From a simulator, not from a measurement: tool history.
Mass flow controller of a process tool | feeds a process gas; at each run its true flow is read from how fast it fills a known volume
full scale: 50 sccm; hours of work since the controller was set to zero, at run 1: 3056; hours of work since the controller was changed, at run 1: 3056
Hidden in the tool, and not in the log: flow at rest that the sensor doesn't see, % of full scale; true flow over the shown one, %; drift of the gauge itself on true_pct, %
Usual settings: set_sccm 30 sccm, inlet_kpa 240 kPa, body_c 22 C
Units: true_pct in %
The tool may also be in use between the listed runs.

run	hour	set_sccm	inlet_kpa	body_c	hours of work since the controller was set to zero	hours of work since the controller was changed	true_pct
1	0.0	30	240	22	3056	3056	96.04
2	127.6	30	240	22	3154	3154	95.81
3	263.6	30	240	22	3260	3260	95.79
4	382.1	30	240	22	3351	3351	95.57
5	501.7	30	240	22	3444	3444	95.38
6	574.0	30	240	22	3500	3500	95.46
7	642.2	6	240	22	3553	3553	86.77
8	738.7	6	240	22	3627	3627	86.51
9	829.5	6	240	22	3698	3698	86.36
10	955.4	6	240	22	3795	3795	86.09
11	1027.9	30	240	20	3851	3851	94.96
12	1120.8	30	240	20	3923	3923	95.04
13	1204.2	30	240	20	3988	3988	94.74
14	1338.0	30	240	20	4091	4091	94.87
15	1482.7	30	240	20	4203	4203	94.78
# hour 1515.7: controller's zero set anew
16	1611.1	30	240	20	74	4302	96.56
17	1706.0	30	240	20	147	4376	96.67
18	1862.8	30	240	20	269	4497	96.38
19	1954.6	30	240	22	340	4568	96.55
20	2073.8	30	240	22	432	4661	96.40
21	2145.0	30	240	22	487	4716	96.41
22	2229.4	5	240	22	552	4781	93.02
23	2385.9	5	240	22	674	4902	92.40
24	2470.6	30	229	22	739	4968	96.17
25	2579.6	9	214	22	823	5052	93.48
26	2664.4	27	275	25	889	5118	96.12
27	2750.6	46	275	36	956	5184	98.27
28	2856.2	46	275	36	1038	5266	98.07
29	2944.0	46	250	21	1106	5334	97.03
30	3019.2	9	274	36	1164	5392	93.78
31	3104.7	9	274	36	1230	5459	93.66
32	3206.9	38	274	26	1309	5538	96.69
33	3332.4	38	245	26	1406	5635	96.50
34	3463.2	38	245	26	1507	5736	96.47
35	3529.2	35	203	26	1559	5787	95.97
36	3675.8	35	203	26	1672	5901	95.94
37	3805.2	6	204	29	1772	6001	90.11
38	3921.6	9	204	27	1862	6091	91.49
39	3985.3	47	150	27	1912	6140	96.45
40	4132.6	30	149	31	2026	6254	95.21
41	4262.5	30	201	21	2126	6355	94.56
42	4381.7	16	240	22	2219	6447	92.82
43	4505.7	42	151	22	2314	6543	95.54
44	4591.7	6	151	39	2381	6610	88.69
45	4694.7	30	240	24	2461	6689	94.50
46	4796.8	6	175	28	2540	6768	87.49
47	4884.6	43	191	40	2608	6836	96.51

How the hidden state differs across the entries between the runs, from the last listed run before each to the first after it:
Between runs 15 and 16: controller's zero set anew (hour 1515.7)
  flow at rest that the sensor doesn't see, % of full scale: -1.249 -> -0.059; true flow over the shown one, %: -1.69 -> -1.74
  measured less the result without the state, true_pct: -3.77 -> -1.83 %

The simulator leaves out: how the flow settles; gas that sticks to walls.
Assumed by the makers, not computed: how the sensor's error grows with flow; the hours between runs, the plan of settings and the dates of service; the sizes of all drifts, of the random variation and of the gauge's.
